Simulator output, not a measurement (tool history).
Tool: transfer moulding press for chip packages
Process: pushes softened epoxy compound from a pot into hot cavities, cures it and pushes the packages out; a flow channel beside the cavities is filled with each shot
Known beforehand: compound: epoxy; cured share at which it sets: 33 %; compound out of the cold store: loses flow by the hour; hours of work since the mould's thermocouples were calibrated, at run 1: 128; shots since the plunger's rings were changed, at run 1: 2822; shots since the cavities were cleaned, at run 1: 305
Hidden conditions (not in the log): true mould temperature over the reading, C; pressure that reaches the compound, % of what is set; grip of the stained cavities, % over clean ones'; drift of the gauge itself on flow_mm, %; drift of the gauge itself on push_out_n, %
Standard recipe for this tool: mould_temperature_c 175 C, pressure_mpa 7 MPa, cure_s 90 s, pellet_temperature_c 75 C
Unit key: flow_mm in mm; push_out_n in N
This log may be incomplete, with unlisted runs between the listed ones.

run,day,mould_temperature_c,pressure_mpa,cure_s,pellet_temperature_c,hours of work since the mould's thermocouples were calibrated,shots since the plunger's rings were changed,shots since the cavities were cleaned,incoming compound's hours out of the cold store,flow_mm,push_out_n
1,0,175,7,90,75,128,2822,305,35.1,731,969
2,0.675,175,7,90,75,138,3025,508,45,702,1027
3,1.279,175,7,90,75,147,3206,689,24.4,743,1118
4,1.858,175,7,90,75,155,3380,863,34.3,726,1140
5,2.229,175,7,90,78,161,3492,975,27.7,736,1100
6,2.762,175,7,90,78,169,3652,1135,15.6,760,1177
# day 3.025: cavities cleaned with cleaning compound and waxed
7,3.158,175,7,90,78,173,3752,40,12.2,770,1486
8,3.812,175,7,90,78,183,3949,237,12.5,757,1345
9,4.125,175,8.41,90,75,188,4042,330,45.6,755,1266
10,4.554,175,8.41,90,75,194,4172,460,42.3,764,1238
11,5.162,175,5.99,90,75,203,4355,643,16.6,691,1213
12,5.492,175,5.99,90,75,208,4454,742,40.1,647,1189
13,5.775,176,7,90,75,212,4539,827,46.8,678,1096
14,6.179,176,7,90,75,218,4661,949,9.6,752,1132
# day 6.712: cavities cleaned with cleaning compound and waxed, once more
15,6.804,175,7,90,75,226,4830,28,14,748,657

The next listed run, before its measurement:
16,7.275,175,7,90,75,233,4971,169,13.8,?,?

flow_mm: 745 mm
push_out_n: 841 N
If the tool had no hidden condition, the same run with the same run-to-run variation would have returned flow_mm 834 mm, push_out_n 590 N.
